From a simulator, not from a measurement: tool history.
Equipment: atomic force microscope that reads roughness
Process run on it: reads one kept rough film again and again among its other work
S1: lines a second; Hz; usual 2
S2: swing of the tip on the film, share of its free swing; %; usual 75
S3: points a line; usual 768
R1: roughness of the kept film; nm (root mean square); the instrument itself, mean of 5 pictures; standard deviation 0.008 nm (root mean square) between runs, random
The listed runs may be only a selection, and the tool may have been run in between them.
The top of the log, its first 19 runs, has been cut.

run	hour	S1	S2	S3	R1
20	122.1	2	55	300	1.675
21	125.9	3.53	63	300	1.558
22	135.3	2	80	768	1.485
23	142.7	2	80	768	1.494
24	150.9	1.87	61	995	1.63
25	159.6	0.95	77	464	1.61
26	167.2	1.66	77	464	1.521
27	175.3	1.66	77	464	1.522
28	183.6	1.66	77	464	1.516
29	190.7	1.66	77	464	1.498
30	200.1	2	75	659	1.487
31	208	3.47	78	637	1.325
32	211.8	3.47	78	637	1.319
33	218.1	1.12	70	746	1.57
34	222	1.19	75	324	1.542
35	229.5	1.19	75	324	1.512

Each row is a separate what-if for the run after 35, all from the same tool condition, not one after another. Results?
A	234.8	2	75	894	?
B	234.8	1.43	75	632	?
C	234.8	1.29	85	396	?
D	234.8	1.16	75	822	?

run	R1
A	1.456
B	1.504
C	1.439
D	1.537
With the hidden condition removed and each run's random variation left untouched, the same runs would have given:
run	R1
A	1.729
B	1.787
C	1.711
D	1.825
